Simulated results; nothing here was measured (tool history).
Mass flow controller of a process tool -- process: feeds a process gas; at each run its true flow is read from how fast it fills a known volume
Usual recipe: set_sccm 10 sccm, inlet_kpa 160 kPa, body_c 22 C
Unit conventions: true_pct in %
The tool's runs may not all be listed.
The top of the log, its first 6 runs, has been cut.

{"run": 7, "hour": 2183.8, "set_sccm": 10, "inlet_kpa": 160, "body_c": 22, "true_pct": 97.82}
{"run": 8, "hour": 2585.6, "set_sccm": 10, "inlet_kpa": 160, "body_c": 22, "true_pct": 97.88}
{"run": 9, "hour": 2925.7, "set_sccm": 10, "inlet_kpa": 160, "body_c": 32, "true_pct": 98.16}
{"run": 10, "hour": 3355.3, "set_sccm": 10, "inlet_kpa": 160, "body_c": 32, "true_pct": 97.88}
{"run": 11, "hour": 3780.9, "set_sccm": 10, "inlet_kpa": 160, "body_c": 22, "true_pct": 97.58}
{"run": 12, "hour": 4147.7, "set_sccm": 10, "inlet_kpa": 160, "body_c": 23, "true_pct": 97.48}
{"run": 13, "hour": 4653.0, "set_sccm": 10, "inlet_kpa": 160, "body_c": 23, "true_pct": 97.51}
{"run": 14, "hour": 5155.8, "set_sccm": 10, "inlet_kpa": 160, "body_c": 23, "true_pct": 97.22}
{"run": 15, "hour": 5556.6, "set_sccm": 10, "inlet_kpa": 160, "body_c": 39, "true_pct": 97.74}
{"run": 16, "hour": 5779.7, "set_sccm": 10, "inlet_kpa": 206, "body_c": 39, "true_pct": 97.75}
{"run": 17, "hour": 6044.8, "set_sccm": 10, "inlet_kpa": 206, "body_c": 39, "true_pct": 97.81}
{"run": 18, "hour": 6367.1, "set_sccm": 10, "inlet_kpa": 206, "body_c": 39, "true_pct": 97.89}
{"run": 19, "hour": 6829.0, "set_sccm": 10, "inlet_kpa": 242, "body_c": 22, "true_pct": 97.19}
{"run": 20, "hour": 7051.7, "set_sccm": 10, "inlet_kpa": 242, "body_c": 26, "true_pct": 97.27}
{"run": 21, "hour": 7419.6, "set_sccm": 10, "inlet_kpa": 160, "body_c": 22, "true_pct": 96.9}
{"run": 22, "hour": 7859.5, "set_sccm": 10, "inlet_kpa": 141, "body_c": 22, "true_pct": 96.79}
{"run": 23, "hour": 8334.0, "set_sccm": 3, "inlet_kpa": 223, "body_c": 22, "true_pct": 96.05}
{"run": 24, "hour": 8793.7, "set_sccm": 16, "inlet_kpa": 269, "body_c": 29, "true_pct": 97.95}
{"run": 25, "hour": 9304.7, "set_sccm": 3, "inlet_kpa": 177, "body_c": 22, "true_pct": 95.4}
{"hour": 9684.4, "done": "gauge calibrated"}
{"hour": 9710.5, "done": "controller's zero set anew"}
{"hour": 9788.8, "done": "controller exchanged for a calibrated one"}
{"run": 26, "hour": 9788.8, "set_sccm": 10, "inlet_kpa": 165, "body_c": 22, "true_pct": 98.28}
{"run": 27, "hour": 10007.5, "set_sccm": 8, "inlet_kpa": 182, "body_c": 24, "true_pct": 98.17}
{"run": 28, "hour": 10290.8, "set_sccm": 8, "inlet_kpa": 182, "body_c": 24, "true_pct": 98.16}

Forecast run 29:
{"run": 29, "hour": 10734.4, "set_sccm": 8, "inlet_kpa": 180, "body_c": 31, "true_pct": "?"}

true_pct: 98.3 %
On a tool with no hidden condition, and with the same random variation, this run would have come out at true_pct 98.52 %.

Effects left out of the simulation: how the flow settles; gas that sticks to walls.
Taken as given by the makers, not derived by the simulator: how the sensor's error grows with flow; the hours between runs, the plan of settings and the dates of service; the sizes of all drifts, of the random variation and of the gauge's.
